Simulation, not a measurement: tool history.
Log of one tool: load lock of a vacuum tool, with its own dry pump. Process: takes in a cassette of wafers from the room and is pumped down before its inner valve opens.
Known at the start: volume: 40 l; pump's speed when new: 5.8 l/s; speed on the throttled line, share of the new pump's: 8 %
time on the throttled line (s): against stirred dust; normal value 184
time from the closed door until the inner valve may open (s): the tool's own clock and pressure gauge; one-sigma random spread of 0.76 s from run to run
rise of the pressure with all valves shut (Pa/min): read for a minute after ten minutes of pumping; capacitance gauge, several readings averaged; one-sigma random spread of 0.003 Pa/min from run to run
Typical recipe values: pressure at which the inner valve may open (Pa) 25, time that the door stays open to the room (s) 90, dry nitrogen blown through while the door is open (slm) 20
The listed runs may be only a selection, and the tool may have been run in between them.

run    hour  time on the throttled line (s)  pressure at which the inner valve may open (Pa)  time that the door stays open to the room (s)  dry nitrogen blown through while the door is open (slm)  incoming humidity of the room's air, %  time from the closed door until the inner valve may open (s)  rise of the pressure with all valves shut (Pa/min)
  1     0.0                             184                                               25                                             90                                                       20                                    46.8                                                         228.9                                               0.059
  2    55.1                             184                                               25                                             90                                                       20                                    42.8                                                         227.8                                               0.057
  3   159.0                             184                                               25                                             90                                                       20                                    45.7                                                         229.6                                               0.070
  4   229.7                             184                                               25                                             90                                                       20                                    45.0                                                         228.7                                               0.062
  5   343.5                             184                                               25                                             90                                                       20                                    44.3                                                         228.8                                               0.065
  6   416.3                             184                                               25                                             90                                                       20                                    47.2                                                         228.2                                               0.064
  7   511.9                             184                                               25                                             43                                                       20                                    44.2                                                         229.7                                               0.053
  8   612.8                             184                                               25                                             43                                                       20                                    47.1                                                         230.3                                               0.052
  9   665.1                             184                                               25                                             43                                                       20                                    44.1                                                         230.5                                               0.057
 10   764.0                             184                                               25                                             90                                                       20                                    45.1                                                         228.7                                               0.067
 11   852.2                             184                                               25                                             90                                                       20                                    48.2                                                         230.1                                               0.068
 12   920.0                             184                                               25                                             90                                                       20                                    41.8                                                         229.1                                               0.069
 13  1034.5                             184                                               25                                             90                                                       20                                    44.8                                                         229.3                                               0.074
 14  1135.1                             184                                               25                                             90                                                       20                                    45.5                                                         229.0                                               0.075
 15  1187.9                             184                                               25                                             90                                                       20                                    43.4                                                         229.5                                               0.073
 16  1278.1                             184                                               26                                             90                                                       20                                    42.9                                                         229.1                                               0.077
 17  1343.9                             132                                               25                                             56                                                       20                                    45.5                                                         181.4                                               0.064
 18  1459.3                             115                                               36                                             34                                                       16                                    43.9                                                         164.6                                               0.067
 19  1567.6                             131                                               24                                             29                                                       20                                    47.3                                                         183.8                                               0.061
 20  1626.4                             146                                               33                                            202                                                       20                                    45.4                                                         193.4                                               0.096
 21  1712.1                             146                                               33                                            202                                                       20                                    42.7                                                         193.3                                               0.095
 22  1812.9                             184                                               25                                            104                                                        4                                    43.9                                                         228.3                                               0.099
 23  1868.7                             184                                               25                                            104                                                        4                                    46.6                                                         229.2                                               0.103
 24  1982.2                             184                                               25                                             90                                                       11                                    43.7                                                         229.8                                               0.089
 25  2077.0                             184                                               25                                             90                                                       11                                    45.0                                                         230.0                                               0.095
 26  2181.6                             130                                               25                                             49                                                       11                                    43.0                                                         181.6                                               0.088
 27  2250.2                             184                                               35                                             90                                                       15                                    45.5                                                         227.1                                               0.094

Expected results for the next run?
 28  2344.4                             334                                               25                                             39                                                       20                                    46.0                                                             ?                                                   ?

Run 28 gave time from the closed door until the inner valve may open (s) 365.8, rise of the pressure with all valves shut (Pa/min) 0.081.
Had the tool carried no hidden state, the very same run would have given time from the closed door until the inner valve may open (s) 363.0, rise of the pressure with all valves shut (Pa/min) 0.021.

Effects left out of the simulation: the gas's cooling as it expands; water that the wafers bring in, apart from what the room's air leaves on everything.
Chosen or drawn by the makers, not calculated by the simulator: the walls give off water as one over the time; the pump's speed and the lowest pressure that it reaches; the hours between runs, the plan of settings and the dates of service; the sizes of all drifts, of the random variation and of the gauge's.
